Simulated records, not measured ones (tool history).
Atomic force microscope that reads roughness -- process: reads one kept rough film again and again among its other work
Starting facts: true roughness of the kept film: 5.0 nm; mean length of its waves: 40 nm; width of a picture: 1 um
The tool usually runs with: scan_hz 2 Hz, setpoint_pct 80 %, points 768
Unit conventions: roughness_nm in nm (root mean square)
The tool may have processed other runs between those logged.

run,hour,scan_hz,setpoint_pct,points,roughness_nm
1,0,2,80,768,4.151
2,33.6,2,80,768,4.107
# hour 70.7: new tip fitted
3,83.8,2,80,768,4.138
4,133.5,2,80,768,4.085
# hour 153: new tip fitted
5,183.4,2,74,768,4.22
6,207.8,2,80,924,4.129
# hour 233.1: new tip fitted
7,244,2,80,313,4.086
8,286.1,2,80,768,4.114
# hour 315: new tip fitted
9,320.9,2,80,768,4.171
10,373.3,2,80,443,4.087
# hour 396: new tip fitted
11,415.2,2,80,443,4.117
12,453.6,2,80,768,4.139
# hour 477.2: new tip fitted
13,499.2,2,80,768,4.135
14,534.8,2,80,768,4.117
# hour 558: new tip fitted
15,571,2,80,768,4.121
16,623.9,1.57,61,861,4.322
# hour 638.2: new tip fitted
17,649.1,1.38,61,861,4.386
18,699.6,0.5,76,506,4.367
# hour 719: new tip fitted
19,750.2,0.52,76,372,4.31
20,788.6,0.5,89,379,4.265
# hour 799: new tip fitted
21,821.5,0.5,89,379,4.322
22,855,1.47,57,768,4.393
# hour 878.2: new tip fitted
23,899.7,2.65,73,574,4.164
24,937.4,0.68,85,390,4.287
# hour 959.3: new tip fitted
25,967,0.54,80,768,4.363
26,998.3,1.51,59,768,4.376
27,1029.1,3.29,65,768,4.212
# hour 1039.3: new tip fitted
28,1063.3,1.16,57,929,4.404
29,1106.9,1.03,58,856,4.379

Consider 3 possible next runs. They are alternatives, not a sequence: every one starts from the tool as it was left by run 29. What does each give?
# hour 1122.1: new tip fitted
A,1131,0.51,60,768,?
# hour 1122.1: new tip fitted
B,1131,0.6,58,856,?
# hour 1122.1: new tip fitted
C,1131,3.33,58,573,?

run,roughness_nm
A,4.413
B,4.415
C,4.321
What these runs would have given with no unlogged condition in the tool:
run,roughness_nm
A,4.415
B,4.417
C,4.324
